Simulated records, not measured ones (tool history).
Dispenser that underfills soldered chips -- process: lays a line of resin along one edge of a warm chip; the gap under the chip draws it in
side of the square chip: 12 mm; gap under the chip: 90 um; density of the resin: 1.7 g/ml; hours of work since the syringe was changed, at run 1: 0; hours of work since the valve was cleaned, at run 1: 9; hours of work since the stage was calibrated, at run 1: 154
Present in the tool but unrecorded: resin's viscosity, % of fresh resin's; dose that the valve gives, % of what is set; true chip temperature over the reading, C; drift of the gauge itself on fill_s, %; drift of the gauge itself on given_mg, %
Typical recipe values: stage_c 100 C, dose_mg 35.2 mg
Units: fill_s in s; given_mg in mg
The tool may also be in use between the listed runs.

run,hour,stage_c,dose_mg,hours of work since the syringe was changed,hours of work since the valve was cleaned,hours of work since the stage was calibrated,fill_s,given_mg
1,0,100,35.2,0,9,154,100.8,34.96
2,7.6,100,35.2,5,14,160,123.4,34.76
# hour 13.7: new syringe of resin
3,16,100,40.9,2,20,166,109.2,40.2
4,23.9,100,30.3,7,25,171,143.5,29.93
# hour 27.3: new syringe of resin
5,31.5,100,30.3,3,31,176,122.1,29.69
6,35.1,100,35.2,6,33,179,131.4,34.24
7,40.2,100,35.2,9,37,182,154,34.5
# hour 41.3: new syringe of resin
8,46.9,100,35.2,4,41,187,120.4,34.2
# hour 54.7: new syringe of resin
9,55.2,100,35.2,0,47,193,104.1,34.22
10,62.4,100,35.2,5,52,198,127.3,33.99
# hour 68.5: new syringe of resin
11,70.5,100,35.2,1,58,203,108.7,33.87
12,74.4,87,35.2,4,60,206,202,33.7
# hour 81.8: dispensing valve cleaned and set on the balance
13,81.8,87,35.2,9,0,210,243.1,35.29
# hour 83.5: new syringe of resin
14,87.7,92,35.2,3,4,214,154.3,35.34
15,94.7,114,44.2,8,9,219,83.5,44.05
# hour 97.2: new syringe of resin
16,101,112,32.1,3,13,224,74.5,31.75
17,106.8,98,45.5,7,17,228,145.4,45.08
# hour 110.7: new syringe of resin
18,112.3,91,44.1,1,21,231,152.3,43.81
19,118.3,91,44.1,5,25,236,177.8,43.53
20,122.7,91,44.1,9,28,239,200.4,43.38
# hour 124: new syringe of resin
21,126.7,100,37.5,2,31,241,111.9,36.69
22,130.8,87,36.1,5,34,244,208.1,35.39
23,135.9,109,33.5,8,37,248,106.1,32.88
# hour 137.5: new syringe of resin
24,141.6,102,44.2,3,41,252,108,43.18
25,147.8,100,37.1,7,46,256,134.3,36.15
# hour 151.3: new syringe of resin
26,153.2,100,37.1,1,49,260,108.4,36.11
27,159.1,100,37.1,6,53,264,132,35.88
# hour 164.6: new syringe of resin
28,166.3,88,31.2,1,58,269,176,30.18

Branching from run 28: 5 alternative next runs. What would each branch give?
A,171.9,85,35.2,5,62,273,?,?
B,171.9,94,39.5,5,62,273,?,?
C,171.9,88,34.9,5,62,273,?,?
D,171.9,110,33.1,5,62,273,?,?
E,171.9,104,42.8,5,62,273,?,?

run,fill_s,given_mg
A,222.4,34.01
B,155,37.87
C,197.3,33.52
D,87.6,31.98
E,105.7,41.42
Without the tool's unlogged condition, the same runs would have read:
run,fill_s,given_mg
A,188.5,35.35
B,131.4,39.36
C,167.1,34.84
D,73.7,33.23
E,89.5,43.04
